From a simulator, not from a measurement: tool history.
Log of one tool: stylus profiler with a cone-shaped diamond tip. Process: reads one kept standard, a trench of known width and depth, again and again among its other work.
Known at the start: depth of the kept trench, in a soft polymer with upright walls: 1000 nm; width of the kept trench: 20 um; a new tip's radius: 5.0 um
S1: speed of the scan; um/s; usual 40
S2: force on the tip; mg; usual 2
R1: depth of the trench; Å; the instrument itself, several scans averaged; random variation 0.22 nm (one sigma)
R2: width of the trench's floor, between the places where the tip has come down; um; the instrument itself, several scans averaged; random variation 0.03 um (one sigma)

run	hour	S1	S2	R1	R2
1	0	40	2	10078.3	13.7
2	87.1	40	1.02	10050.7	13.68
3	152.2	40	1.02	10051.7	13.63
4	200.7	40	1.02	10047.3	13.64
5	249.5	40	1.02	10045.5	13.67
6	354.2	40	1.02	10051	13.63
7	448.6	40	1.02	10047.5	13.72
8	537.4	40	1.02	10047.8	13.65
9	641.5	40	1.02	10046.1	13.61
10	726.9	40	1.02	10050.3	13.67
11	828.6	40	1.02	10048.7	13.68
12	908.7	40	1.02	10049.3	13.69
13	991.2	40	2	10074	13.73
14	1062.2	40	2	10082.3	13.73
15	1123.9	40	0.81	10041.6	13.58
16	1209.1	40	0.81	10043.2	13.63
17	1264.7	40	2.18	10083	13.77
18	1356.1	40	2.18	10080.2	13.73
19	1414.9	40	2.18	10076.7	13.76
20	1463.1	12	2	10076	13.9
21	1540	12	2	10073.7	13.93
22	1618.2	12	2	10076.6	13.94
23	1672.3	12	2	10078.5	13.94
24	1763.6	24	2.42	10084.1	13.87
25	1853.3	92	1.41	10059.6	13.31
26	1935	118	3.53	10110.9	13.39
27	2028.6	118	3.53	10109.7	13.46
28	2132.6	118	4.35	10131.8	13.51
29	2236	118	4.35	10125.1	13.44
30	2295.8	118	4.35	10131.7	13.51
31	2401.4	118	4.35	10129.2	13.5
32	2467.2	12	0.86	10046.5	13.86
33	2557.3	82	0.72	10040	13.17
34	2615.8	13	1.06	10048.4	13.85
35	2706.2	27	2.93	10096.4	13.87
36	2799.8	27	2.93	10098.4	13.89
37	2850.5	134	0.89	10046.5	12.79
38	2897.4	46	2.3	10085.3	13.74
39	2996.4	114	1.45	10061.4	13.21
40	3057	115	2	10074.8	13.34
41	3124.1	14	2.45	10088.4	13.86
42	3226.7	53	5.38	10148	13.73
43	3332	114	2.89	10098.1	13.42
44	3427.6	94	3.46	10109.4	13.54
45	3493.2	94	3.46	10114	13.56
46	3573.1	18	3.66	10117.1	13.93

4 ways to go on from here, each from the tool as it stands after run 46. What would each give?
A	3665.2	20	1.41	?	?
B	3665.2	50	1.59	?	?
C	3665.2	39	4.65	?	?
D	3665.2	44	3.66	?	?

run	R1	R2
A	10063.3	13.84
B	10061.9	13.65
C	10135	13.84
D	10114	13.78
Without the tool's hidden state the same runs would have given:
run	R1	R2
A	10063.5	13.85
B	10062.2	13.67
C	10135.3	13.85
D	10114.3	13.79

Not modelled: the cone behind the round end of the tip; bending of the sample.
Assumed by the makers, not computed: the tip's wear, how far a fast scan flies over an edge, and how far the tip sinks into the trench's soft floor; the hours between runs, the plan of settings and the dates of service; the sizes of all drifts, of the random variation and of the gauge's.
